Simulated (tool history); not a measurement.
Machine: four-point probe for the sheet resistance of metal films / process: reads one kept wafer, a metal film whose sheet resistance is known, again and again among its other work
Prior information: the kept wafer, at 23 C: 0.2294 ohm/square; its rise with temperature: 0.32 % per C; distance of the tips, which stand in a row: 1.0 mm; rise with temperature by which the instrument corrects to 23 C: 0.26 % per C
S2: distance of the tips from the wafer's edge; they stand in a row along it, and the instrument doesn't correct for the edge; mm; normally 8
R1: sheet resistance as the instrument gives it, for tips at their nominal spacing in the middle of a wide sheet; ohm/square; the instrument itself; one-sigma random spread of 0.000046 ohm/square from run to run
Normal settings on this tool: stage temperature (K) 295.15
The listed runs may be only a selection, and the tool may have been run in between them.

run 1 hour=0 | stage_temperature_(K)=295.15 S2=8 | R1=0.23007
run 2 hour=47.7 | stage_temperature_(K)=295.15 S2=8 | R1=0.230117
run 3 hour=82.2 | stage_temperature_(K)=295.15 S2=8 | R1=0.230187
run 4 hour=117.4 | stage_temperature_(K)=301.15 S2=8 | R1=0.23098
run 5 hour=148.2 | stage_temperature_(K)=301.15 S2=8 | R1=0.230915
run 6 hour=205.6 | stage_temperature_(K)=307.15 S2=8 | R1=0.231679
run 7 hour=238 | stage_temperature_(K)=307.15 S2=8 | R1=0.231792
run 8 hour=281.9 | stage_temperature_(K)=303.15 S2=8 | R1=0.231212
run 9 hour=310 | stage_temperature_(K)=298.15 S2=8 | R1=0.230547
run 10 hour=347.5 | stage_temperature_(K)=298.15 S2=8 | R1=0.23049
run 11 hour=387.2 | stage_temperature_(K)=299.15 S2=8 | R1=0.230754
run 12 hour=434.1 | stage_temperature_(K)=295.15 S2=8 | R1=0.230178
run 13 hour=493 | stage_temperature_(K)=295.15 S2=8 | R1=0.230154
run 14 hour=544.7 | stage_temperature_(K)=291.15 S2=8 | R1=0.229543
run 15 hour=596.2 | stage_temperature_(K)=291.15 S2=7 | R1=0.230193
run 16 hour=643.7 | stage_temperature_(K)=295.15 S2=8 | R1=0.230211
run 17 hour=689.7 | stage_temperature_(K)=295.15 S2=8 | R1=0.23015
run 18 hour=753.2 | stage_temperature_(K)=295.15 S2=8 | R1=0.230108
run 19 hour=790.8 | stage_temperature_(K)=295.15 S2=8 | R1=0.230177
run 20 hour=835 | stage_temperature_(K)=295.15 S2=8 | R1=0.230201
run 21 hour=884.7 | stage_temperature_(K)=295.15 S2=55 | R1=0.228349
run 22 hour=938 | stage_temperature_(K)=295.15 S2=9 | R1=0.229815
run 23 hour=978.1 | stage_temperature_(K)=293.15 S2=24 | R1=0.228162
-- hour=983.2 stage's thermometer calibrated
run 24 hour=1037.1 | stage_temperature_(K)=297.15 S2=45 | R1=0.228634
run 25 hour=1078.4 | stage_temperature_(K)=297.15 S2=17 | R1=0.228874
run 26 hour=1119.4 | stage_temperature_(K)=297.15 S2=17 | R1=0.229044
-- hour=1156.3 stage's thermometer calibrated, once more
run 27 hour=1182.6 | stage_temperature_(K)=297.15 S2=17 | R1=0.229385
run 28 hour=1240.2 | stage_temperature_(K)=300.15 S2=39 | R1=0.229423
run 29 hour=1269.5 | stage_temperature_(K)=300.15 S2=39 | R1=0.229466
run 30 hour=1321.2 | stage_temperature_(K)=293.15 S2=16 | R1=0.228843
run 31 hour=1365.2 | stage_temperature_(K)=293.15 S2=16 | R1=0.228973
run 32 hour=1421 | stage_temperature_(K)=293.15 S2=16 | R1=0.228949
run 33 hour=1465.4 | stage_temperature_(K)=297.15 S2=10 | R1=0.230334
run 34 hour=1504 | stage_temperature_(K)=297.15 S2=10 | R1=0.230198
run 35 hour=1532.5 | stage_temperature_(K)=297.15 S2=10 | R1=0.230168
run 36 hour=1578.9 | stage_temperature_(K)=298.15 S2=24 | R1=0.229369
run 37 hour=1630.8 | stage_temperature_(K)=294.15 S2=8 | R1=0.230494
run 38 hour=1660.7 | stage_temperature_(K)=298.15 S2=11 | R1=0.230205
run 39 hour=1710.8 | stage_temperature_(K)=297.15 S2=60 | R1=0.229112
run 40 hour=1771.8 | stage_temperature_(K)=297.15 S2=8 | R1=0.230971
run 41 hour=1801.4 | stage_temperature_(K)=298.15 S2=13 | R1=0.229939
run 42 hour=1849.9 | stage_temperature_(K)=299.15 S2=66 | R1=0.229372
run 43 hour=1890.1 | stage_temperature_(K)=299.15 S2=66 | R1=0.229379
run 44 hour=1952.3 | stage_temperature_(K)=304.15 S2=8 | R1=0.231991

Pick out some run-to-run changes in R1. Of each, how much would a tool without hidden state show as well, from the settings, what came in and chance, and how much is left for the hidden state and any gauge scatter not in both results compared?
Hidden state at play: inner tips' distance over the nominal, %; tips' flats over new ones', %; wafer's true temperature over the reading, C; drift of the gauge itself on sheet_ohm, %.
Run 20 -> 21: S2 8 -> 55. R1 -0.001852 ohm/square: hidden state +0.000018, all else -0.00187.
Run 23 -> 24: stage temperature (K) 293.15 -> 297.15, S2 24 -> 45, stage's thermometer calibrated. R1 +0.000472 ohm/square: hidden state -0.000028, all else +0.0005.
Run 26 -> 27: stage's thermometer calibrated, once more. R1 +0.000341 ohm/square: hidden state +0.000366, all else -0.000025.
Run 39 -> 40: S2 60 -> 8. R1 +0.001859 ohm/square: hidden state +0.000007, all else +0.001852.
Run 43 -> 44: stage temperature (K) 299.15 -> 304.15, S2 66 -> 8. R1 +0.002612 ohm/square: hidden state +0.000007, all else +0.002605.
